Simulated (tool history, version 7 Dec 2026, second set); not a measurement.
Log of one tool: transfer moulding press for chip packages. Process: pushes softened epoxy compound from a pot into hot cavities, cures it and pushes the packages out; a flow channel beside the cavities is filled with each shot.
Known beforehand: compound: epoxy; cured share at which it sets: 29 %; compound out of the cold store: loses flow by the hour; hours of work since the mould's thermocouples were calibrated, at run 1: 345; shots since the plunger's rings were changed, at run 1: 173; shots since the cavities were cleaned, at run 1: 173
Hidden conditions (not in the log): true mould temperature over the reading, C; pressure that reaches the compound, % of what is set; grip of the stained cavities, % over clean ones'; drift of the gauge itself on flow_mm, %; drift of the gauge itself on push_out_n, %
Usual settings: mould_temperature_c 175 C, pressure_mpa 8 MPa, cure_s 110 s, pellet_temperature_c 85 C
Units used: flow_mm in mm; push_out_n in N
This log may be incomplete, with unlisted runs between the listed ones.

run    hour  mould_temperature_c  pressure_mpa  cure_s  pellet_temperature_c  hours of work since the mould's thermocouples were calibrated  shots since the plunger's rings were changed  shots since the cavities were cleaned  incoming compound's hours out of the cold store  flow_mm  push_out_n
  1       0                  175             8     110                    85                                                            345                                           173                                    173                                             13.6      955         355
  2      28                  182             8     110                    85                                                            363                                           461                                    461                                             13.6      941         376
  3    56.5                  178             8     110                    85                                                            382                                           754                                    754                                             44.3      818         421
       71.2  -- cavities cleaned with cleaning compound and waxed
  4      89                  178             8     101                    85                                                            402                                          1072                                    183                                             17.8      935         366
      110.5  -- mould's thermocouples calibrated
  5     124                  178             8     101                    86                                                              9                                          1410                                    521                                             17.3      931         462
      160.2  -- cavities cleaned with cleaning compound and waxed
  6   181.6                  178             8     101                    86                                                             46                                          1987                                    220                                             17.5      909         396
  7   237.1                  178             8     101                    86                                                             82                                          2557                                    790                                             32.4      839         492
      248.3  -- cavities cleaned with cleaning compound and waxed
  8   276.1                  178             8     101                    86                                                            107                                          2942                                    285                                             46.5      782         375
  9   304.9                  178             8     101                    86                                                            126                                          3238                                    581                                             20.8      891         466
        338  -- cavities cleaned with cleaning compound and waxed
 10   360.7                  175             8     110                    85                                                            161                                          3796                                    234                                             44.7      787         374
      387.7  -- plunger's sealing rings changed
 11   412.6                  175             8     110                    85                                                            194                                           256                                    742                                             10.3      999         507
      427.9  -- cavities cleaned with cleaning compound and waxed
 12   454.8                  175             8     110                    85                                                            220                                           673                                    276                                             15.4      945         405
 13   496.6                  175             8     110                    85                                                            248                                          1103                                    706                                             17.8      935         499
      517.7  -- cavities cleaned with cleaning compound and waxed
 14   530.4                  175          7.47     110                    85                                                            269                                          1434                                    130                                             38.3      818         347
 15   572.9                  169          7.05     110                    78                                                            297                                          1871                                    567                                               39      800         651
        605  -- cavities cleaned with cleaning compound and waxed
 16   620.8                  183          7.05      97                    86                                                            327                                          2348                                    163                                               39      763         311
 17   678.9                  176          8.17     110                    85                                                            365                                          2944                                    759                                             27.9      867         438
      692.6  -- cavities cleaned with cleaning compound and waxed
 18   704.9                  178          7.19     110                    81                                                            382                                          3195                                    125                                             38.4      776         304
 19   749.8                  169          8.54     109                    88                                                            411                                          3657                                    587                                             47.9      808         610
      760.7  -- mould's thermocouples calibrated
        781  -- cavities cleaned with cleaning compound and waxed
      790.6  -- plunger's sealing rings changed
 20   799.2                  169          8.54     109                    88                                                             23                                            88                                    161                                             29.4      946         528
 21   838.3                  172          7.14     116                    85                                                             48                                           489                                    562                                               37      830         506
      871.5  -- cavities cleaned with cleaning compound and waxed
 22   871.5                  178          9.91     121                    88                                                             69                                           815                                      0                                             24.1      993         238
 23   908.4                  180          6.46     110                    85                                                             93                                          1195                                    380                                             24.7      801         349
 24   944.4                  173          7.15     110                    85                                                            117                                          1564                                    749                                             15.7      902         563
      959.3  -- cavities cleaned with cleaning compound and waxed
 25  1001.8                  181             8     110                    85                                                            154                                          2138                                    437                                             22.2      886         381
     1045.6  -- cavities cleaned with cleaning compound and waxed
 26  1045.6                  176          9.97     110                    85                                                            181                                          2573                                      0                                             39.4      897         248
 27  1102.9                  172          6.53     101                    86                                                            219                                          3162                                    589                                             39.8      748         622

Take each entry between the runs: how does the hidden state at the last listed run before it differ from the hidden state at the first listed run after it?
Between runs 3 and 4: cavities cleaned with cleaning compound and waxed (hour 71.2)
  true mould temperature over the reading, C: 0.84 -> 0.89; pressure that reaches the compound, % of what is set: 97.09 -> 96.12; grip of the stained cavities, % over clean ones': 68.5 -> 29.9
  measured minus no-state result, flow_mm: -14 -> -21 mm; push_out_n: +165 -> +73 N
Between runs 4 and 5: mould's thermocouples calibrated (hour 110.5)
  true mould temperature over the reading, C: 0.89 -> 0.1; pressure that reaches the compound, % of what is set: 96.12 -> 95.17; grip of the stained cavities, % over clean ones': 29.9 -> 59.3
  measured minus no-state result, flow_mm: -21 -> -24 mm; push_out_n: +73 -> +170 N
Between runs 5 and 6: cavities cleaned with cleaning compound and waxed (hour 160.2)
  true mould temperature over the reading, C: 0.1 -> 0.2; pressure that reaches the compound, % of what is set: 95.17 -> 93.66; grip of the stained cavities, % over clean ones': 59.3 -> 34.9
  measured minus no-state result, flow_mm: -24 -> -31 mm; push_out_n: +170 -> +99 N
Between runs 7 and 8: cavities cleaned with cleaning compound and waxed (hour 248.3)
  true mould temperature over the reading, C: 0.28 -> 0.34; pressure that reaches the compound, % of what is set: 91.89 -> 90.78; grip of the stained cavities, % over clean ones': 70.4 -> 39.2
  measured minus no-state result, flow_mm: -37 -> -40 mm; push_out_n: +199 -> +102 N
Between runs 9 and 10: cavities cleaned with cleaning compound and waxed (hour 338)
  true mould temperature over the reading, C: 0.39 -> 0.48; pressure that reaches the compound, % of what is set: 89.91 -> 88.17; grip of the stained cavities, % over clean ones': 62 -> 36.7
  measured minus no-state result, flow_mm: -50 -> -52 mm; push_out_n: +173 -> +96 N
Between runs 10 and 11: plunger's sealing rings changed (hour 387.7)
  true mould temperature over the reading, C: 0.48 -> 0.55; pressure that reaches the compound, % of what is set: 88.17 -> 98.79; grip of the stained cavities, % over clean ones': 36.7 -> 69.1
  measured minus no-state result, flow_mm: -52 -> -8 mm; push_out_n: +96 -> +198 N
Between runs 11 and 12: cavities cleaned with cleaning compound and waxed (hour 427.9)
  true mould temperature over the reading, C: 0.55 -> 0.62; pressure that reaches the compound, % of what is set: 98.79 -> 97.52; grip of the stained cavities, % over clean ones': 69.1 -> 42.6
  measured minus no-state result, flow_mm: -8 -> -14 mm; push_out_n: +198 -> +112 N
Between runs 13 and 14: cavities cleaned with cleaning compound and waxed (hour 517.7)
  true mould temperature over the reading, C: 0.69 -> 0.74; pressure that reaches the compound, % of what is set: 96.12 -> 95.07; grip of the stained cavities, % over clean ones': 68.3 -> 24.4
  measured minus no-state result, flow_mm: -20 -> -23 mm; push_out_n: +191 -> +58 N
Between runs 15 and 16: cavities cleaned with cleaning compound and waxed (hour 605)
  true mould temperature over the reading, C: 0.81 -> 0.89; pressure that reaches the compound, % of what is set: 93.75 -> 92.38; grip of the stained cavities, % over clean ones': 61.4 -> 26
  measured minus no-state result, flow_mm: -28 -> -33 mm; push_out_n: +223 -> +59 N
Between runs 17 and 18: cavities cleaned with cleaning compound and waxed (hour 692.6)
  true mould temperature over the reading, C: 0.98 -> 1.02; pressure that reaches the compound, % of what is set: 90.75 -> 90; grip of the stained cavities, % over clean ones': 67.8 -> 22.3
  measured minus no-state result, flow_mm: -46 -> -44 mm; push_out_n: +168 -> +47 N
Between runs 19 and 20: mould's thermocouples calibrated (hour 760.7); cavities cleaned with cleaning compound and waxed (hour 781); plunger's sealing rings changed (hour 790.6)
  true mould temperature over the reading, C: 1.11 -> 0.16; pressure that reaches the compound, % of what is set: 88.59 -> 99.47; grip of the stained cavities, % over clean ones': 61.4 -> 26.2
  measured minus no-state result, flow_mm: -54 -> -3 mm; push_out_n: +202 -> +105 N
Between runs 21 and 22: cavities cleaned with cleaning compound and waxed (hour 871.5)
  true mould temperature over the reading, C: 0.23 -> 0.28; pressure that reaches the compound, % of what is set: 98.27 -> 97.32; grip of the stained cavities, % over clean ones': 60.5 -> 2.4
  measured minus no-state result, flow_mm: -8 -> -15 mm; push_out_n: +182 -> +4 N
Between runs 24 and 25: cavities cleaned with cleaning compound and waxed (hour 959.3)
  true mould temperature over the reading, C: 0.4 -> 0.49; pressure that reaches the compound, % of what is set: 95.08 -> 93.24; grip of the stained cavities, % over clean ones': 68.8 -> 54.9
  measured minus no-state result, flow_mm: -25 -> -33 mm; push_out_n: +220 -> +132 N
Between runs 25 and 26: cavities cleaned with cleaning compound and waxed (hour 1045.6)
  true mould temperature over the reading, C: 0.49 -> 0.57; pressure that reaches the compound, % of what is set: 93.24 -> 91.88; grip of the stained cavities, % over clean ones': 54.9 -> 0.5
  measured minus no-state result, flow_mm: -33 -> -40 mm; push_out_n: +132 -> -4 N
